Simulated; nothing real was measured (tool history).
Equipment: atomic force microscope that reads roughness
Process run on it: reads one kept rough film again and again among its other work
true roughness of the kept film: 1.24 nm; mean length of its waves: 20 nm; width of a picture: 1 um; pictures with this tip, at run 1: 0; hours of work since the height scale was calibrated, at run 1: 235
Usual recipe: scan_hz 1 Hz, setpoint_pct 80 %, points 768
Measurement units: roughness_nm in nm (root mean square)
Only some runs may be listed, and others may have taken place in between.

run,hour,scan_hz,setpoint_pct,points,pictures with this tip,hours of work since the height scale was calibrated,roughness_nm
1,0,1,80,768,0,235,1.057
2,7.6,1,80,768,12,241,1.045
3,18.4,1,80,768,29,249,1.036
4,27.8,1,80,602,43,255,1.019
5,33.9,1,80,602,53,260,1.016
6,40.6,1,80,602,63,265,1.015
7,46.7,1,80,768,73,269,1.011
8,55.7,1,80,768,87,276,1.001
9,66.7,1,80,768,104,284,0.989
10,76.4,3.09,80,768,119,291,0.841
11,86.4,3.09,80,768,135,298,0.84
12,95.9,1,80,768,150,305,0.95
# hour 100.3: new tip fitted
13,103,1,79,768,4,310,1.055
14,109.4,1,80,768,14,314,1.045
15,117.4,1,80,768,26,320,1.046
16,122.8,1,80,768,35,324,1.035
17,132,1,80,768,49,331,1.026
18,142.4,1,80,768,66,338,1.007
19,149.9,1,80,768,77,344,1.006
20,156,1,80,768,87,348,0.999
21,164.6,0.71,67,264,100,354,1.015
22,175.6,1.18,81,768,117,362,0.964
23,187,0.54,80,487,135,371,0.986
24,194.3,1,80,992,147,376,0.963
# hour 200.6: new tip fitted
25,205.4,1.17,80,768,7,384,1.032
26,210.7,3.78,65,991,15,387,0.998
27,216.6,3.78,65,991,25,392,0.991
28,221.6,3.78,65,991,33,395,0.984
29,229.3,0.83,62,261,44,401,1.051
30,235.8,0.55,60,285,55,406,1.053
31,242.7,1,60,768,66,411,1.067
32,252.5,3.34,58,425,81,418,0.999
33,263.8,3.34,58,425,98,426,0.987
34,274.6,1.64,63,977,115,434,0.996
35,281.1,1.64,55,297,126,439,0.992
36,290.9,1.64,55,297,141,446,0.985
37,299.8,1.03,61,768,155,452,1.003
# hour 301: new tip fitted
38,305.4,1.03,61,768,7,456,1.108
39,310.2,1.03,61,768,14,459,1.095
40,320.2,1.03,55,599,30,466,1.093

Predict each of these 4 candidate next runs independently; none follows another, all start after run 40:
A,325.2,1.25,55,599,37,470,?
B,325.2,1,59,768,37,470,?
C,325.2,1.35,77,599,37,470,?
D,325.2,3.07,80,564,37,470,?

run,roughness_nm
A,1.085
B,1.082
C,1.012
D,0.885
Stripped of hidden state, with their random variation kept, the same runs would have yielded:
run,roughness_nm
A,1.113
B,1.111
C,1.039
D,0.908

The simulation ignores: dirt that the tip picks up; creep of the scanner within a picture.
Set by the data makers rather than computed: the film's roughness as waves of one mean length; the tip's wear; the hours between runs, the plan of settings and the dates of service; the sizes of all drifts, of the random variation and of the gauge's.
